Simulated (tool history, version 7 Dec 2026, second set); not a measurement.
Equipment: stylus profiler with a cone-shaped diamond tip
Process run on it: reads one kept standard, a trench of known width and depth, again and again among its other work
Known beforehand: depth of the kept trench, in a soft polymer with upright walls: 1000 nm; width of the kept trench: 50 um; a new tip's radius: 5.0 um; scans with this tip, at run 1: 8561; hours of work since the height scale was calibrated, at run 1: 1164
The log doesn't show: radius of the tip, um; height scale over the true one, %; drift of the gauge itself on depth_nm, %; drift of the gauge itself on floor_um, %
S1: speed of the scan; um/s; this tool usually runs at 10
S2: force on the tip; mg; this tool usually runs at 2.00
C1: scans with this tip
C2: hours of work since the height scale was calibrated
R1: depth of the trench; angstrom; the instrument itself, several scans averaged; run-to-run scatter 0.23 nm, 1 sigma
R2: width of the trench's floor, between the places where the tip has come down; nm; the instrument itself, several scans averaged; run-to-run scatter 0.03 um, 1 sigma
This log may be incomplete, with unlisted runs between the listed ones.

| run | hour | S1 | S2 | C1 | C2 | R1 | R2 |
|---|---|---|---|---|---|---|---|
| 1 | 0.0 | 10 | 2.00 | 8561 | 1164 | 10163.1 | 42590 |
| 2 | 90.4 | 9 | 2.00 | 8973 | 1220 | 10166.8 | 42540 |
| 3 | 177.6 | 26 | 2.00 | 9370 | 1274 | 10167.3 | 42310 |
| 4 | 246.5 | 26 | 2.00 | 9684 | 1316 | 10172.1 | 42230 |
| 5 | 303.2 | 26 | 2.00 | 9942 | 1351 | 10173.5 | 42190 |
| 6 | 387.0 | 10 | 2.00 | 10324 | 1403 | 10171.3 | 42240 |
|  | 468.4 | height scale calibrated on a step standard |
| 7 | 476.1 | 7 | 2.00 | 10727 | 5 | 10130.0 | 42150 |
| 8 | 524.4 | 7 | 2.00 | 10947 | 35 | 10133.3 | 42220 |
| 9 | 614.2 | 7 | 2.00 | 11356 | 90 | 10139.9 | 42090 |
| 10 | 659.2 | 7 | 2.00 | 11561 | 118 | 10139.7 | 42120 |
| 11 | 755.0 | 6 | 2.00 | 11997 | 177 | 10141.6 | 42050 |
| 12 | 806.7 | 10 | 2.00 | 12233 | 209 | 10138.8 | 42020 |
| 13 | 846.6 | 10 | 2.00 | 12415 | 234 | 10141.1 | 41930 |
| 14 | 921.9 | 10 | 2.00 | 12757 | 281 | 10142.8 | 41930 |
| 15 | 962.1 | 18 | 3.30 | 12940 | 306 | 10195.4 | 41820 |
| 16 | 1011.3 | 2 | 1.12 | 13164 | 336 | 10100.2 | 41850 |
| 17 | 1103.1 | 10 | 4.10 | 13582 | 393 | 10224.7 | 41790 |
| 18 | 1178.8 | 10 | 3.19 | 13928 | 440 | 10191.5 | 41720 |
| 19 | 1267.4 | 12 | 3.14 | 14331 | 495 | 10194.8 | 41630 |
| 20 | 1345.3 | 12 | 3.14 | 14686 | 543 | 10200.1 | 41610 |
| 21 | 1437.9 | 12 | 3.14 | 15107 | 600 | 10204.4 | 41500 |
| 22 | 1506.9 | 12 | 3.14 | 15422 | 643 | 10206.3 | 41450 |
| 23 | 1548.3 | 24 | 1.30 | 15610 | 668 | 10121.7 | 41270 |
| 24 | 1632.5 | 5 | 2.32 | 15994 | 721 | 10172.3 | 41360 |
| 25 | 1695.3 | 5 | 2.32 | 16280 | 759 | 10174.3 | 41370 |
| 26 | 1775.0 | 5 | 3.26 | 16643 | 809 | 10214.2 | 41320 |
| 27 | 1849.0 | 10 | 0.97 | 16980 | 855 | 10113.4 | 41210 |
| 28 | 1920.5 | 12 | 2.18 | 17305 | 899 | 10171.2 | 41230 |

Subtracting, for every run, the result it would have given without the tool's unlogged condition from the measured result gives the following. The same run-to-run variation enters both numbers; the gauge's scatter may not:
| run | R1 | R2 |
|---|---|---|
| 1 | +35.0 | -1380 |
| 2 | +37.1 | -1440 |
| 3 | +39.1 | -1500 |
| 4 | +40.6 | -1570 |
| 5 | +41.7 | -1600 |
| 6 | +43.7 | -1670 |
| 7 | +2.0 | -1740 |
| 8 | +3.0 | -1780 |
| 9 | +5.0 | -1840 |
| 10 | +6.0 | -1860 |
| 11 | +8.0 | -1940 |
| 12 | +9.2 | -1970 |
| 13 | +10.1 | -2000 |
| 14 | +11.7 | -2060 |
| 15 | +12.6 | -2080 |
| 16 | +13.5 | -2110 |
| 17 | +15.9 | -2170 |
| 18 | +17.4 | -2240 |
| 19 | +19.5 | -2290 |
| 20 | +21.2 | -2360 |
| 21 | +23.3 | -2410 |
| 22 | +24.8 | -2460 |
| 23 | +25.5 | -2490 |
| 24 | +27.5 | -2550 |
| 25 | +28.8 | -2600 |
| 26 | +30.6 | -2640 |
| 27 | +31.9 | -2690 |
| 28 | +33.6 | -2730 |

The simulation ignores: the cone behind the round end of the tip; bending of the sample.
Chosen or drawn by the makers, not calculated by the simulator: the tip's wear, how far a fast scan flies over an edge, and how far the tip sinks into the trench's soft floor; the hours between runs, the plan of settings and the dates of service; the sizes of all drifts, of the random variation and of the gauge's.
